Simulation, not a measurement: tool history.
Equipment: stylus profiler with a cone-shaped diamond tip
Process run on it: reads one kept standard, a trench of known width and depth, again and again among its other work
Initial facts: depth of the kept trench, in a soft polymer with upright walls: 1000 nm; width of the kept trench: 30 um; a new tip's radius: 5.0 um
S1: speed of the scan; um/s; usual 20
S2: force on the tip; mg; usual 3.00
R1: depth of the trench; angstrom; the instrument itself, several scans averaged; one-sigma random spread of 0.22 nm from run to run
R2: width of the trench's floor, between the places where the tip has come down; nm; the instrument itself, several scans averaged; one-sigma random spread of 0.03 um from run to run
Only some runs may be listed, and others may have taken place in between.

run	day	S1	S2	R1	R2
1	0.000	20	3.00	10040.5	23190
2	1.046	20	3.00	10041.2	23150
3	1.800	8	3.00	10037.4	23200
4	2.921	8	3.00	10043.4	23200
5	3.612	71	3.00	10040.5	22840
6	4.992	71	3.00	10041.8	22860
7	5.750	71	3.00	10040.2	22850
8	6.904	71	3.00	10039.7	22720
9	7.967	21	3.00	10036.1	23010
10	8.788	20	3.00	10037.1	23040
11	10.004	20	3.00	10038.6	22990
12	11.367	20	3.00	10035.4	22910
13	12.638	20	3.00	10034.5	22900
14	13.362	20	3.00	10038.4	22920
15	14.017	20	3.00	10032.9	22890
16	14.633	32	3.00	10030.1	22760
17	15.375	20	3.00	10033.7	22790
18	16.600	20	3.00	10034.5	22790
19	17.300	20	3.00	10035.2	22810
20	18.567	20	3.00	10031.7	22800
21	19.633	20	3.00	10033.6	22770
22	20.212	20	3.00	10032.9	22790
23	20.917	20	3.00	10037.1	22730
24	21.929	11	3.00	10028.9	22820
25	23.329	7	3.63	10034.1	22730
26	24.312	35	2.59	10029.2	22490
27	25.162	38	4.20	10050.6	22580
28	26.417	67	1.76	10010.5	22180
29	27.204	20	2.18	10013.0	22550
30	27.908	36	3.30	10030.6	22530
31	29.333	36	3.30	10029.4	22440
32	30.358	12	4.23	10043.7	22600
33	31.333	37	5.57	10055.4	22440
34	32.138	20	4.43	10042.9	22500
35	33.021	20	4.43	10044.6	22490
36	33.946	20	1.15	9996.6	22400
37	34.992	55	5.29	10052.0	22330
38	36.317	5	1.14	9993.9	22560
39	37.421	7	3.99	10031.6	22540
40	38.250	7	3.99	10033.5	22470
41	39.133	6	1.18	9990.7	22410
42	40.446	6	3.13	10024.0	22400
43	41.262	6	3.13	10023.5	22380
44	42.438	11	3.95	10032.9	22390
45	43.638	30	2.12	10007.2	22170
46	44.546	30	2.12	10005.4	22220
47	45.638	30	1.82	10000.2	22190

Below are 3 alternative next runs, each starting from the tool's condition after run 47. Predict each:
A	46.796	11	1.81	?	?
B	46.796	35	2.54	?	?
C	46.796	47	7.36	?	?

run	R1	R2
A	10003.4	22250
B	10014.6	22160
C	10071.0	22160
With no hidden state in the tool, these same runs would have given:
run	R1	R2
A	10047.3	23900
B	10058.6	23810
C	10115.3	23810
